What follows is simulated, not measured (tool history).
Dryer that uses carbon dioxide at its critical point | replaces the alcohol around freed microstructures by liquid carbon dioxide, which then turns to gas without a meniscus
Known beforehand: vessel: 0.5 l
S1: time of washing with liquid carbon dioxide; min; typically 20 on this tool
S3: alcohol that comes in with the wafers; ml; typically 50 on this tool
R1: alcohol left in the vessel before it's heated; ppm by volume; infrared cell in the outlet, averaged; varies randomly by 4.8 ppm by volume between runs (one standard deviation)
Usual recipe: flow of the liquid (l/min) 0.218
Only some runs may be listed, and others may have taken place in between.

run 1 day=0.000 | S1=20 flow_of_the_liquid_(l/min)=0.218 S3=50 | R1=110
run 2 day=0.946 | S1=20 flow_of_the_liquid_(l/min)=0.218 S3=50 | R1=109
run 3 day=2.629 | S1=20 flow_of_the_liquid_(l/min)=0.218 S3=50 | R1=115
run 4 day=4.767 | S1=20 flow_of_the_liquid_(l/min)=0.218 S3=50 | R1=121
run 5 day=5.850 | S1=20 flow_of_the_liquid_(l/min)=0.218 S3=50 | R1=131
run 6 day=7.750 | S1=20 flow_of_the_liquid_(l/min)=0.218 S3=50 | R1=127
run 7 day=8.883 | S1=20 flow_of_the_liquid_(l/min)=0.218 S3=50 | R1=128
run 8 day=10.354 | S1=20 flow_of_the_liquid_(l/min)=0.218 S3=45 | R1=117
run 9 day=11.550 | S1=17 flow_of_the_liquid_(l/min)=0.337 S3=50 | R1=43

Estimate the outcome of run 10 from the log above:
run 10 day=13.296 | S1=20 flow_of_the_liquid_(l/min)=0.135 S3=61 | R1=?

{"run 10": {"R1": 1679}}
Take away the tool's hidden state, keep the run-to-run variation as it was, and the same run would have given R1 1474 ppm by volume.
